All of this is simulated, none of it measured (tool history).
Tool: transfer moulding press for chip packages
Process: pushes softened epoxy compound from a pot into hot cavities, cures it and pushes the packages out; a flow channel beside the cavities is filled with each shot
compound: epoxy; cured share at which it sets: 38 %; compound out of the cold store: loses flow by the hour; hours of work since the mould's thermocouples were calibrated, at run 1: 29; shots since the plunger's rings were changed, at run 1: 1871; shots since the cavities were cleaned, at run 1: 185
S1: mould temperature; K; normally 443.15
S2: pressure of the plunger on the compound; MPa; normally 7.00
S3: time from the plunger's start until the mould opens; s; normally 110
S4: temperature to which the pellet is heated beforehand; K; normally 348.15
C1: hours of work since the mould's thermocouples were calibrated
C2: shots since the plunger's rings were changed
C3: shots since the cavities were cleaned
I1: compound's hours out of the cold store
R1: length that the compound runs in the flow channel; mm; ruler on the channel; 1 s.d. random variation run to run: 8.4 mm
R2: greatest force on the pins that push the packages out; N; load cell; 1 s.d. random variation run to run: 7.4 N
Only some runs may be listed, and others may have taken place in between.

run,hour,S1,S2,S3,S4,C1,C2,C3,I1,R1,R2
1,0.0,443.15,7.00,110,348.15,29,1871,185,9.0,983,312
2,9.6,443.15,7.00,110,348.15,33,1948,262,39.1,901,309
3,20.5,443.15,7.00,110,348.15,38,2036,350,32.9,910,298
4,30.2,443.15,7.00,110,348.15,42,2113,427,28.5,935,319
5,41.7,443.15,7.00,110,348.15,48,2206,520,43.8,888,310
6,50.1,443.15,5.46,110,348.15,52,2273,587,44.8,784,300
7,65.7,443.15,6.10,110,348.15,59,2398,712,10.1,897,320
# hour 72.9: cavities cleaned with cleaning compound and waxed
8,82.0,443.15,6.10,110,346.15,65,2517,73,17.1,908,316
9,95.2,443.15,5.80,110,348.15,71,2623,179,28.2,850,305
10,103.4,443.15,7.00,110,348.15,75,2689,245,44.2,879,308
11,116.9,440.15,7.00,110,348.15,81,2797,353,19.1,969,372
12,129.0,450.15,7.00,110,348.15,87,2894,450,46.0,866,252
13,140.8,443.15,7.00,110,358.15,92,2988,544,25.1,928,297
14,149.4,443.15,6.42,110,342.15,96,3057,613,41.6,854,295
15,157.9,443.15,6.42,110,342.15,100,3126,682,15.2,911,312
# hour 168.4: cavities cleaned with cleaning compound and waxed
16,171.7,443.15,7.00,110,350.15,106,3224,26,45.7,878,285
17,180.6,447.15,7.00,110,348.15,110,3296,98,47.4,873,274
18,190.3,436.15,8.77,93,348.15,114,3374,176,44.5,1021,701
19,203.6,439.15,8.07,117,348.15,120,3480,282,21.2,1019,354
20,212.3,450.15,6.81,117,348.15,124,3550,352,40.8,855,244
21,220.6,441.15,7.00,105,351.15,128,3616,418,18.8,943,375
22,228.7,443.15,8.73,110,348.15,132,3681,483,30.6,1048,304
23,242.7,443.15,8.73,110,348.15,138,3794,596,24.7,1041,311
24,256.6,450.15,5.26,110,348.15,144,3906,708,26.5,783,258
# hour 264.1: cavities cleaned with cleaning compound and waxed
25,271.2,444.15,8.24,118,356.15,150,4010,57,11.2,1051,282

Consider 4 possible next runs. They are alternatives, not a sequence: every one starts from the tool as it was left by run 25. What does each give?
A,281.2,444.15,5.58,118,356.15,155,4090,137,40.5,?,?
B,281.2,436.15,7.00,110,344.15,155,4090,137,20.9,?,?
C,281.2,440.15,8.24,95,356.15,155,4090,137,25.8,?,?
D,281.2,441.15,8.24,135,356.15,155,4090,137,37.3,?,?

run,R1,R2
A,794,275
B,976,503
C,1033,481
D,998,254
What these runs would have given with no unlogged condition in the tool:
run,R1,R2
A,795,275
B,977,502
C,1034,480
D,999,253

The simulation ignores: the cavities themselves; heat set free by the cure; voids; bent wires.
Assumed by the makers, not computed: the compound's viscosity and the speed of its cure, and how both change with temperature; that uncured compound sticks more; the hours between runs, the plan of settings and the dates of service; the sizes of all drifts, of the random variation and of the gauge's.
